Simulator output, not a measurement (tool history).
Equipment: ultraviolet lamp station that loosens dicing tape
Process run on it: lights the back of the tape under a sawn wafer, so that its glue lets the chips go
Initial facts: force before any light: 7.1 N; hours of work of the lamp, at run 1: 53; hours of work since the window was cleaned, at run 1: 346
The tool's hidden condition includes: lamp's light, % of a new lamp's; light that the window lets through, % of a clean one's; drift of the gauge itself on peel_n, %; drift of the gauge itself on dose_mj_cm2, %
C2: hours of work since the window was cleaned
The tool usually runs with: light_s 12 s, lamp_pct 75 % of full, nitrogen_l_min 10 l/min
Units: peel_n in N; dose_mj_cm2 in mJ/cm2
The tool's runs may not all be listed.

run 1 hour=0.0 | light_s=12 lamp_pct=75 nitrogen_l_min=10 | hours_of_work_of_the_lamp=53 C2=346 | peel_n=0.221 dose_mj_cm2=383
run 2 hour=4.8 | light_s=12 lamp_pct=73 nitrogen_l_min=10 | hours_of_work_of_the_lamp=55 C2=348 | peel_n=0.247 dose_mj_cm2=375
run 3 hour=13.0 | light_s=12 lamp_pct=73 nitrogen_l_min=6 | hours_of_work_of_the_lamp=58 C2=351 | peel_n=0.354 dose_mj_cm2=372
run 4 hour=20.7 | light_s=12 lamp_pct=75 nitrogen_l_min=10 | hours_of_work_of_the_lamp=61 C2=354 | peel_n=0.235 dose_mj_cm2=384
run 5 hour=25.6 | light_s=11 lamp_pct=75 nitrogen_l_min=10 | hours_of_work_of_the_lamp=63 C2=356 | peel_n=0.289 dose_mj_cm2=353
run 6 hour=34.6 | light_s=11 lamp_pct=75 nitrogen_l_min=10 | hours_of_work_of_the_lamp=66 C2=360 | peel_n=0.284 dose_mj_cm2=356
run 7 hour=45.3 | light_s=12 lamp_pct=75 nitrogen_l_min=10 | hours_of_work_of_the_lamp=71 C2=364 | peel_n=0.238 dose_mj_cm2=389
run 8 hour=53.1 | light_s=12 lamp_pct=75 nitrogen_l_min=10 | hours_of_work_of_the_lamp=74 C2=367 | peel_n=0.238 dose_mj_cm2=389
run 9 hour=61.3 | light_s=12 lamp_pct=75 nitrogen_l_min=10 | hours_of_work_of_the_lamp=77 C2=370 | peel_n=0.223 dose_mj_cm2=380
run 10 hour=66.0 | light_s=12 lamp_pct=75 nitrogen_l_min=10 | hours_of_work_of_the_lamp=79 C2=372 | peel_n=0.234 dose_mj_cm2=384
run 11 hour=75.2 | light_s=12 lamp_pct=75 nitrogen_l_min=10 | hours_of_work_of_the_lamp=83 C2=376 | peel_n=0.228 dose_mj_cm2=382
run 12 hour=85.1 | light_s=12 lamp_pct=75 nitrogen_l_min=10 | hours_of_work_of_the_lamp=87 C2=380 | peel_n=0.240 dose_mj_cm2=380
run 13 hour=95.0 | light_s=12 lamp_pct=75 nitrogen_l_min=10 | hours_of_work_of_the_lamp=91 C2=384 | peel_n=0.246 dose_mj_cm2=383
run 14 hour=105.3 | light_s=19 lamp_pct=75 nitrogen_l_min=10 | hours_of_work_of_the_lamp=95 C2=388 | peel_n=0.097 dose_mj_cm2=602
run 15 hour=114.4 | light_s=19 lamp_pct=75 nitrogen_l_min=10 | hours_of_work_of_the_lamp=99 C2=392 | peel_n=0.100 dose_mj_cm2=601
run 16 hour=118.9 | light_s=19 lamp_pct=75 nitrogen_l_min=10 | hours_of_work_of_the_lamp=100 C2=394 | peel_n=0.083 dose_mj_cm2=600
run 17 hour=124.4 | light_s=12 lamp_pct=75 nitrogen_l_min=10 | hours_of_work_of_the_lamp=103 C2=396 | peel_n=0.226 dose_mj_cm2=375
run 18 hour=134.5 | light_s=12 lamp_pct=75 nitrogen_l_min=3 | hours_of_work_of_the_lamp=107 C2=400 | peel_n=0.568 dose_mj_cm2=380
run 19 hour=143.6 | light_s=12 lamp_pct=75 nitrogen_l_min=3 | hours_of_work_of_the_lamp=110 C2=403 | peel_n=0.532 dose_mj_cm2=376
run 20 hour=149.4 | light_s=14 lamp_pct=75 nitrogen_l_min=3 | hours_of_work_of_the_lamp=113 C2=406 | peel_n=0.385 dose_mj_cm2=438
run 21 hour=155.3 | light_s=10 lamp_pct=75 nitrogen_l_min=3 | hours_of_work_of_the_lamp=115 C2=408 | peel_n=0.818 dose_mj_cm2=317
run 22 hour=165.8 | light_s=10 lamp_pct=75 nitrogen_l_min=3 | hours_of_work_of_the_lamp=119 C2=412 | peel_n=0.817 dose_mj_cm2=311
run 23 hour=172.0 | light_s=12 lamp_pct=75 nitrogen_l_min=17 | hours_of_work_of_the_lamp=122 C2=415 | peel_n=0.196 dose_mj_cm2=379
run 24 hour=179.9 | light_s=17 lamp_pct=93 nitrogen_l_min=3 | hours_of_work_of_the_lamp=125 C2=418 | peel_n=0.136 dose_mj_cm2=654
run 25 hour=185.9 | light_s=24 lamp_pct=75 nitrogen_l_min=5 | hours_of_work_of_the_lamp=127 C2=420 | peel_n=0.090 dose_mj_cm2=744
run 26 hour=196.9 | light_s=6 lamp_pct=91 nitrogen_l_min=16 | hours_of_work_of_the_lamp=132 C2=425 | peel_n=0.665 dose_mj_cm2=226
run 27 hour=202.2 | light_s=7 lamp_pct=80 nitrogen_l_min=16 | hours_of_work_of_the_lamp=134 C2=427 | peel_n=0.626 dose_mj_cm2=232
run 28 hour=211.4 | light_s=12 lamp_pct=96 nitrogen_l_min=6 | hours_of_work_of_the_lamp=138 C2=431 | peel_n=0.186 dose_mj_cm2=479
run 29 hour=221.5 | light_s=12 lamp_pct=96 nitrogen_l_min=6 | hours_of_work_of_the_lamp=142 C2=435 | peel_n=0.178 dose_mj_cm2=479
run 30 hour=227.8 | light_s=15 lamp_pct=67 nitrogen_l_min=13 | hours_of_work_of_the_lamp=144 C2=437 | peel_n=0.165 dose_mj_cm2=416
run 31 hour=237.0 | light_s=15 lamp_pct=67 nitrogen_l_min=13 | hours_of_work_of_the_lamp=148 C2=441 | peel_n=0.159 dose_mj_cm2=411
run 32 hour=243.4 | light_s=18 lamp_pct=75 nitrogen_l_min=4 | hours_of_work_of_the_lamp=150 C2=444 | peel_n=0.165 dose_mj_cm2=553
run 33 hour=252.2 | light_s=23 lamp_pct=99 nitrogen_l_min=18 | hours_of_work_of_the_lamp=154 C2=447 | peel_n=0.077 dose_mj_cm2=936
run 34 hour=261.3 | light_s=12 lamp_pct=68 nitrogen_l_min=3 | hours_of_work_of_the_lamp=158 C2=451 | peel_n=0.701 dose_mj_cm2=332
run 35 hour=271.0 | light_s=12 lamp_pct=68 nitrogen_l_min=3 | hours_of_work_of_the_lamp=162 C2=455 | peel_n=0.719 dose_mj_cm2=342
run 36 hour=276.2 | light_s=12 lamp_pct=68 nitrogen_l_min=3 | hours_of_work_of_the_lamp=164 C2=457 | peel_n=0.728 dose_mj_cm2=338
run 37 hour=286.2 | light_s=22 lamp_pct=62 nitrogen_l_min=8 | hours_of_work_of_the_lamp=168 C2=461 | peel_n=0.109 dose_mj_cm2=558
run 38 hour=294.2 | light_s=10 lamp_pct=77 nitrogen_l_min=10 | hours_of_work_of_the_lamp=171 C2=464 | peel_n=0.371 dose_mj_cm2=312
run 39 hour=304.9 | light_s=10 lamp_pct=77 nitrogen_l_min=10 | hours_of_work_of_the_lamp=175 C2=468 | peel_n=0.375 dose_mj_cm2=309
run 40 hour=315.3 | light_s=7 lamp_pct=66 nitrogen_l_min=4 | hours_of_work_of_the_lamp=179 C2=472 | peel_n=1.730 dose_mj_cm2=185
run 41 hour=324.6 | light_s=12 lamp_pct=75 nitrogen_l_min=3 | hours_of_work_of_the_lamp=183 C2=476 | peel_n=0.596 dose_mj_cm2=364

Here are 3 independent what-if runs from the current tool condition. What would each one return?
run A hour=332.5 | light_s=12 lamp_pct=80 nitrogen_l_min=3 | hours_of_work_of_the_lamp=186 C2=479 | peel_n=? dose_mj_cm2=?
run B hour=332.5 | light_s=12 lamp_pct=62 nitrogen_l_min=6 | hours_of_work_of_the_lamp=186 C2=479 | peel_n=? dose_mj_cm2=?
run C hour=332.5 | light_s=19 lamp_pct=65 nitrogen_l_min=7 | hours_of_work_of_the_lamp=186 C2=479 | peel_n=? dose_mj_cm2=?

run=A peel_n=0.496 dose_mj_cm2=391
run=B peel_n=0.575 dose_mj_cm2=305
run=C peel_n=0.146 dose_mj_cm2=503
Without the tool's unlogged condition, the same runs would have read:
run=A peel_n=0.360 dose_mj_cm2=444
run=B peel_n=0.424 dose_mj_cm2=346
run=C peel_n=0.113 dose_mj_cm2=572
